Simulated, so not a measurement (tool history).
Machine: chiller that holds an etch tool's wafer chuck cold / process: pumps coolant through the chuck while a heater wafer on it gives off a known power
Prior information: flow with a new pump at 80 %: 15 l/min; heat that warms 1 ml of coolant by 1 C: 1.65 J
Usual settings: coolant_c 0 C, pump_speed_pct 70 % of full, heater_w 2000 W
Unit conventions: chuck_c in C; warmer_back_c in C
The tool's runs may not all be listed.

Run 1, day 0: usual settings. Result: chuck_c 25.8 C, warmer_back_c 5.63 C.
Run 2, day 2.154: usual settings but coolant_c -1 C. Result: chuck_c 24.8 C, warmer_back_c 5.62 C.
Run 3, day 4.333: usual settings but coolant_c -1 C. Result: chuck_c 24.8 C, warmer_back_c 5.6 C.
Run 4, day 5.538: usual settings but coolant_c -1 C. Result: chuck_c 24.8 C, warmer_back_c 5.58 C.
Run 5, day 6.908: usual settings but coolant_c -1 C. Result: chuck_c 24.8 C, warmer_back_c 5.63 C.
Run 6, day 8.479: usual settings but coolant_c -1 C. Result: chuck_c 24.8 C, warmer_back_c 5.6 C.
Run 7, day 11.096: usual settings but pump_speed_pct 64 % of full. Result: chuck_c 27.1 C, warmer_back_c 6.12 C.
Run 8, day 13.229: usual settings but pump_speed_pct 64 % of full. Result: chuck_c 27 C, warmer_back_c 6.13 C.
Run 9, day 15.033: usual settings but pump_speed_pct 64 % of full. Result: chuck_c 27.2 C, warmer_back_c 6.17 C.
Run 10, day 16.921: usual settings but heater_w 1120 W. Result: chuck_c 14.4 C, warmer_back_c 3.13 C.
Run 11, day 18.175: usual settings but coolant_c 4 C. Result: chuck_c 29.8 C, warmer_back_c 5.61 C.
Run 12, day 20.079: usual settings but coolant_c 4 C. Result: chuck_c 29.9 C, warmer_back_c 5.57 C.
Run 13, day 21.633: usual settings but coolant_c 4 C, pump_speed_pct 95 % of full. Result: chuck_c 25.8 C, warmer_back_c 4.02 C.
Run 14, day 22.783: usual settings but heater_w 1804 W. Result: chuck_c 23.3 C, warmer_back_c 5.04 C.
Run 15, day 24.783: usual settings but coolant_c -3 C, pump_speed_pct 71 % of full, heater_w 2930 W. Result: chuck_c 34.6 C, warmer_back_c 8.17 C.
Run 16, day 27.025: usual settings but coolant_c -3 C, pump_speed_pct 71 % of full, heater_w 2930 W. Result: chuck_c 34.6 C, warmer_back_c 8.02 C.
Run 17, day 28.104: usual settings but coolant_c 10 C, pump_speed_pct 79 % of full. Result: chuck_c 34.1 C, warmer_back_c 4.96 C.
Run 18, day 30.158: usual settings but coolant_c 10 C, pump_speed_pct 79 % of full. Result: chuck_c 34.2 C, warmer_back_c 4.9 C.
Run 19, day 31.788: usual settings but coolant_c -1 C, heater_w 1203 W. Result: chuck_c 14.5 C, warmer_back_c 3.35 C.

Run 20 has not been measured yet. What should we expect?
Run 20, day 33.171: usual settings but coolant_c -6 C, heater_w 1455 W. Result: chuck_c ?, warmer_back_c ?.

Run 20 measured chuck_c 12.7 C, warmer_back_c 4.02 C.
On a tool with no hidden condition, and with the same random variation, this run would have come out at chuck_c 12.7 C, warmer_back_c 4.02 C.

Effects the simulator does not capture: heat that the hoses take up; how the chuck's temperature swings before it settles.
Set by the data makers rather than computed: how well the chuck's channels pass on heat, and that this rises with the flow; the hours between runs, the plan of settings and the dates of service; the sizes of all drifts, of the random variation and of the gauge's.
